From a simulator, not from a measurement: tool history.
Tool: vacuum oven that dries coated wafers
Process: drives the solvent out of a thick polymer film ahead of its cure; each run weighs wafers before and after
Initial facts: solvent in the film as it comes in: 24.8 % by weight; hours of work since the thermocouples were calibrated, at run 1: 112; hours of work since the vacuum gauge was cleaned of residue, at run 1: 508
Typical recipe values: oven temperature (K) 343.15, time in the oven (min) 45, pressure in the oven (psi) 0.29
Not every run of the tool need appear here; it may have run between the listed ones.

run    hour  oven temperature (K)  time in the oven (min)  pressure in the oven (psi)  hours of work since the thermocouples were calibrated  hours of work since the vacuum gauge was cleaned of residue  solvent left in the film (%)
  1       0                343.15                      45                        0.29                                                    112                                                          508                           2.4
  2    48.1                343.15                      45                        0.29                                                    148                                                          544                          2.37
  3    71.5                343.15                      45                        0.29                                                    166                                                          561                          2.46
  4   107.9                343.15                      45                       1.123                                                    193                                                          589                          7.26
  5   155.9                343.15                      45                       1.123                                                    229                                                          624                          7.18
  6   200.9                343.15                      45                       0.215                                                    262                                                          658                          1.99
  7   241.3                343.15                      45                        0.29                                                    293                                                          688                           2.4
  8   279.2                329.15                      45                        0.29                                                    321                                                          716                           8.6
  9   332.3                329.15                      45                        0.29                                                    361                                                          756                          8.79
 10     384                343.15                      45                        0.29                                                    399                                                          795                          2.39
 11   416.9                349.15                      45                        0.29                                                    424                                                          819                          1.46
 12   453.6                349.15                      45                        0.29                                                    451                                                          847                          1.44
 13   495.1                349.15                      45                        0.29                                                    482                                                          878                           1.4
 14   542.8                349.15                      45                        0.29                                                    518                                                          913                          1.46
 15   599.7                335.15                      45                        0.29                                                    560                                                          956                          5.26
 16     650                343.15                      45                        0.29                                                    598                                                          993                          2.54
 17   685.7                333.15                      45                        0.29                                                    624                                                         1020                          6.23
 18   717.7                343.15                      45                        0.29                                                    648                                                         1044                          2.34
 19   772.7                343.15                      45                       0.368                                                    689                                                         1085                           2.8
 20   815.2                343.15                      45                        0.29                                                    721                                                         1116                          2.55
 21   852.2                343.15                      45                        0.29                                                    748                                                         1144                          2.32
 22   893.7                343.15                      45                        0.29                                                    779                                                         1175                           2.5
 23   944.2                352.15                      70                        0.29                                                    817                                                         1213                           1.2
 24   978.7                349.15                      70                       0.219                                                    843                                                         1238                          0.99
 25  1024.7                343.15                      72                       0.206                                                    877                                                         1273                          1.28
 26  1050.3                343.15                      72                       0.206                                                    896                                                         1292                          1.32
 27  1097.4                343.15                      30                        0.29                                                    931                                                         1327                          3.78
 28    1124                336.15                      78                       1.037                                                    951                                                         1347                          8.78
 29  1177.6                336.15                      78                       1.037                                                    991                                                         1387                          8.77
 30    1202                336.15                      78                       1.037                                                   1010                                                         1405                          8.69
 31  1236.5                336.15                      78                       1.037                                                   1035                                                         1431                          8.88
 32  1278.7                336.15                      78                       1.037                                                   1067                                                         1462                          8.74
 33  1324.3                336.15                      78                       1.037                                                   1101                                                         1496                          8.78
 34  1376.1                336.15                      78                       1.037                                                   1140                                                         1535                          8.66
 35  1404.9                348.15                      50                        0.29                                                   1161                                                         1557                          1.47
 36  1451.2                348.15                      31                       0.358                                                   1196                                                         1591                          2.35
 37  1506.5                343.15                      41                       0.804                                                   1237                                                         1632                          5.68
 38  1536.6                343.15                      27                       0.151                                                   1259                                                         1655                          3.47
 39  1569.2                336.15                      54                       0.629                                                   1284                                                         1679                          6.43
 40  1623.1                330.15                      76                       0.238                                                   1324                                                         1719                          4.79
 41  1663.6                343.15                      73                       0.178                                                   1354                                                         1750                           1.2
 42  1700.4                345.15                      46                       0.899                                                   1382                                                         1777                          5.17
 43  1755.8                345.15                      46                       0.899                                                   1423                                                         1819                          5.18
 44  1803.5                343.15                      24                       0.534                                                   1459                                                         1854                          6.11

5 ways to go on from here, each from the tool as it stands after run 44. What would each give?
  A  1846.9                351.15                      78                       0.534                                                   1491                                                         1887                             ?
  B  1846.9                343.15                      24                       0.922                                                   1491                                                         1887                             ?
  C  1846.9                343.15                      63                        0.29                                                   1491                                                         1887                             ?
  D  1846.9                343.15                      24                       0.296                                                   1491                                                         1887                             ?
  E  1846.9                343.15                      50                       0.821                                                   1491                                                         1887                             ?

run  solvent left in the film (%)
  A                          2.15
  B                          8.03
  C                          1.96
  D                          4.91
  E                          5.29
With no hidden state in the tool, these same runs would have given:
run  solvent left in the film (%)
  A                          2.14
  B                          7.99
  C                          1.93
  D                          4.88
  E                          5.26

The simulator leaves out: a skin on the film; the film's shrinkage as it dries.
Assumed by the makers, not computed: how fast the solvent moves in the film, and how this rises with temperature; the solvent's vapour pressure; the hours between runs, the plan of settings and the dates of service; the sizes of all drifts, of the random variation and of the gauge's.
